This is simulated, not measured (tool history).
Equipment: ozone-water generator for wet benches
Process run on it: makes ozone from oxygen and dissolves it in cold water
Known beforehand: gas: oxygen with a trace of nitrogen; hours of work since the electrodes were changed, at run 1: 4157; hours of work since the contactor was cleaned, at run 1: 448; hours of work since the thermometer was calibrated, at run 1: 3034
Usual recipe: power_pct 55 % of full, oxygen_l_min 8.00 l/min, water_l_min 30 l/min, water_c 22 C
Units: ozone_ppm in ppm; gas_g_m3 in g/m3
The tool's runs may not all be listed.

run	day	power_pct	oxygen_l_min	water_l_min	water_c	hours of work since the electrodes were changed	hours of work since the contactor was cleaned	hours of work since the thermometer was calibrated	ozone_ppm	gas_g_m3
1	0.000	55	8.00	30	22	4157	448	3034	11.6	142.7
2	5.854	55	8.00	30	22	4274	565	3151	11.5	141.4
3	9.683	55	8.00	30	22	4350	641	3227	11.6	142.6
4	16.042	97	8.00	30	22	4476	768	3354	19.0	237.4
5	20.808	46	8.00	30	22	4571	862	3449	9.8	120.8
6	25.304	79	8.00	30	22	4661	952	3538	15.8	194.5
# day 25.679: water thermometer calibrated
7	31.908	55	8.00	30	22	4792	1083	124	11.3	140.0
8	36.592	40	8.00	30	22	4885	1176	217	8.6	106.3
9	39.904	55	8.00	30	22	4951	1242	283	11.5	141.4
10	45.233	55	8.00	30	22	5057	1348	389	11.3	142.5
11	50.779	83	5.54	38	23	5167	1458	500	12.6	249.9
# day 54.262: water thermometer calibrated, once more
12	56.175	83	10.60	38	16	5274	1566	38	14.2	173.8
13	62.479	55	8.00	29	22	5400	1691	163	11.7	140.0
14	69.333	55	7.87	21	20	5536	1827	300	15.5	142.0
15	73.900	55	7.87	21	20	5627	1918	391	15.9	141.7
16	79.583	55	7.87	21	20	5740	2031	504	15.8	140.1
17	83.433	55	7.87	21	20	5817	2108	581	15.5	142.2
18	86.546	55	8.00	35	27	5879	2170	643	9.1	139.4
19	89.650	79	8.00	20	27	5941	2232	704	19.5	192.6
20	94.688	78	11.69	43	27	6041	2332	805	9.9	153.8

Describe how what the log doesn't record of the tool's condition differs between the last listed run preceding each entry between runs and the first listed run following it.
From run 6 to run 7: water thermometer calibrated (day 25.679)
  yield of the discharge, % of new electrodes': 95.3 -> 95.2; contactor's efficiency, % of a clean one's: 98.5 -> 98.3; true water temperature over the reading, C: 0.27 -> 0.31
  the result without the hidden state subtracted from the measured one, ozone_ppm: -1.1 -> -0.7 ppm; gas_g_m3: -10.6 -> -5.5 g/m3
From run 11 to run 12: water thermometer calibrated, once more (day 54.262)
  yield of the discharge, % of new electrodes': 94.8 -> 94.7; contactor's efficiency, % of a clean one's: 97.6 -> 97.5; true water temperature over the reading, C: 0.33 -> -0.04
  the result without the hidden state subtracted from the measured one, ozone_ppm: -1.0 -> -1.2 ppm; gas_g_m3: -15.9 -> -11.4 g/m3
